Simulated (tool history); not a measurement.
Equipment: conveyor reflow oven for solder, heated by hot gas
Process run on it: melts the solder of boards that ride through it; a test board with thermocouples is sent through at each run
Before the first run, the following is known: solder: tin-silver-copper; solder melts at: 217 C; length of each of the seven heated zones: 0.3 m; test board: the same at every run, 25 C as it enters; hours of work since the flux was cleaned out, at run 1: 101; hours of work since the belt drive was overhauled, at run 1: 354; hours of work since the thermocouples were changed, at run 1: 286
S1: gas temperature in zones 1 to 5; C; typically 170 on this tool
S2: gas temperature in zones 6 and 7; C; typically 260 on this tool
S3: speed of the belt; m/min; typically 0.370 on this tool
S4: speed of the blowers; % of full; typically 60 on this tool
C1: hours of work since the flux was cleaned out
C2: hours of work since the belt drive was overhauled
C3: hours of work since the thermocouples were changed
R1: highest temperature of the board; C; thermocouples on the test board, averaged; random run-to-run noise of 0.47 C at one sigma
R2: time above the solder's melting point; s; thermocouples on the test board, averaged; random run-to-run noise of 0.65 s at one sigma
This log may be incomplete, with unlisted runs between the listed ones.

run 1 hour=0.0 | S1=170 S2=260 S3=0.370 S4=60 | C1=101 C2=354 C3=286 | R1=245.9 R2=67.1
run 2 hour=14.1 | S1=170 S2=260 S3=0.370 S4=60 | C1=109 C2=362 C3=294 | R1=246.0 R2=66.1
run 3 hour=20.1 | S1=170 S2=260 S3=0.370 S4=60 | C1=113 C2=366 C3=297 | R1=245.6 R2=66.8
run 4 hour=27.4 | S1=170 S2=260 S3=0.370 S4=60 | C1=117 C2=370 C3=302 | R1=246.0 R2=65.4
run 5 hour=38.2 | S1=170 S2=260 S3=0.341 S4=60 | C1=123 C2=376 C3=308 | R1=248.1 R2=76.6
run 6 hour=46.0 | S1=170 S2=260 S3=0.341 S4=60 | C1=127 C2=380 C3=312 | R1=248.5 R2=77.1
run 7 hour=56.1 | S1=170 S2=260 S3=0.341 S4=60 | C1=133 C2=386 C3=318 | R1=248.2 R2=75.9
run 8 hour=67.9 | S1=170 S2=260 S3=0.341 S4=60 | C1=140 C2=393 C3=325 | R1=247.6 R2=75.4
run 9 hour=74.4 | S1=170 S2=260 S3=0.341 S4=60 | C1=143 C2=397 C3=328 | R1=247.4 R2=75.8
run 10 hour=82.7 | S1=170 S2=260 S3=0.341 S4=60 | C1=148 C2=401 C3=333 | R1=247.9 R2=75.3
run 11 hour=91.9 | S1=165 S2=260 S3=0.370 S4=60 | C1=153 C2=407 C3=338 | R1=245.1 R2=62.8
run 12 hour=100.5 | S1=165 S2=260 S3=0.370 S4=60 | C1=158 C2=411 C3=343 | R1=245.5 R2=63.3
run 13 hour=107.3 | S1=165 S2=260 S3=0.370 S4=60 | C1=162 C2=415 C3=347 | R1=244.5 R2=62.6
run 14 hour=118.7 | S1=170 S2=260 S3=0.370 S4=60 | C1=169 C2=422 C3=353 | R1=245.2 R2=66.5
run 15 hour=131.6 | S1=170 S2=260 S3=0.370 S4=84 | C1=176 C2=429 C3=361 | R1=248.8 R2=69.9
run 16 hour=145.2 | S1=170 S2=260 S3=0.370 S4=66 | C1=184 C2=437 C3=369 | R1=246.7 R2=66.5
run 17 hour=156.1 | S1=160 S2=274 S3=0.370 S4=66 | C1=190 C2=443 C3=375 | R1=257.5 R2=73.9
run 18 hour=166.9 | S1=160 S2=274 S3=0.370 S4=88 | C1=196 C2=449 C3=381 | R1=261.2 R2=75.3
run 19 hour=173.7 | S1=161 S2=264 S3=0.410 S4=76 | C1=200 C2=453 C3=385 | R1=246.7 R2=56.9
run 20 hour=181.9 | S1=175 S2=267 S3=0.329 S4=70 | C1=205 C2=458 C3=389 | R1=256.4 R2=90.7
run 21 hour=189.7 | S1=170 S2=260 S3=0.336 S4=62 | C1=209 C2=462 C3=394 | R1=248.1 R2=77.1
run 22 hour=196.2 | S1=175 S2=256 S3=0.429 S4=62 | C1=213 C2=466 C3=397 | R1=238.0 R2=49.1
run 23 hour=209.5 | S1=168 S2=266 S3=0.370 S4=79 | C1=220 C2=473 C3=405 | R1=252.5 R2=73.1
run 24 hour=218.3 | S1=168 S2=263 S3=0.393 S4=77 | C1=225 C2=478 C3=410 | R1=247.8 R2=63.6
run 25 hour=229.6 | S1=178 S2=255 S3=0.332 S4=75 | C1=232 C2=485 C3=417 | R1=245.9 R2=82.9
run 26 hour=241.9 | S1=178 S2=255 S3=0.332 S4=75 | C1=239 C2=492 C3=424 | R1=247.3 R2=81.1
run 27 hour=252.4 | S1=170 S2=265 S3=0.398 S4=60 | C1=245 C2=498 C3=429 | R1=246.4 R2=62.4
run 28 hour=264.1 | S1=165 S2=273 S3=0.370 S4=68 | C1=251 C2=504 C3=436 | R1=256.5 R2=74.8
run 29 hour=275.9 | S1=165 S2=273 S3=0.370 S4=68 | C1=258 C2=511 C3=443 | R1=257.2 R2=74.0
run 30 hour=281.9 | S1=165 S2=273 S3=0.370 S4=68 | C1=261 C2=515 C3=446 | R1=256.7 R2=74.6
run 31 hour=288.1 | S1=165 S2=266 S3=0.370 S4=55 | C1=265 C2=518 C3=450 | R1=249.2 R2=66.5

For each run, the measured value with the value that run would have given without the tool's hidden condition subtracted. The run-to-run variation is shared by both, the gauge scatter possibly not:
The hidden state here: heat that the gas passes to the board, % of a clean oven's; belt's true speed, % of the reading; true gas temperature in zones 6 and 7 over the reading, C; drift of the gauge itself on peak_c, C; drift of the gauge itself on liquid_s, %.
run=1 R1=-1.3 R2=-1.1
run=2 R1=-1.4 R2=-1.2
run=3 R1=-1.4 R2=-1.2
run=4 R1=-1.4 R2=-1.3
run=5 R1=-1.4 R2=-1.1
run=6 R1=-1.4 R2=-1.1
run=7 R1=-1.5 R2=-1.2
run=8 R1=-1.5 R2=-1.3
run=9 R1=-1.6 R2=-1.3
run=10 R1=-1.6 R2=-1.4
run=11 R1=-1.8 R2=-1.8
run=12 R1=-1.9 R2=-1.9
run=13 R1=-1.9 R2=-2.0
run=14 R1=-1.9 R2=-1.8
run=15 R1=-2.1 R2=-1.8
run=16 R1=-2.1 R2=-2.0
run=17 R1=-2.4 R2=-1.5
run=18 R1=-2.7 R2=-1.5
run=19 R1=-2.7 R2=-2.6
run=20 R1=-2.1 R2=-1.1
run=21 R1=-2.1 R2=-2.0
run=22 R1=-2.5 R2=-3.1
run=23 R1=-2.6 R2=-2.0
run=24 R1=-2.7 R2=-2.5
run=25 R1=-2.1 R2=-2.1
run=26 R1=-2.2 R2=-2.2
run=27 R1=-2.8 R2=-2.6
run=28 R1=-3.0 R2=-1.9
run=29 R1=-3.1 R2=-1.9
run=30 R1=-3.1 R2=-2.0
run=31 R1=-2.9 R2=-2.7
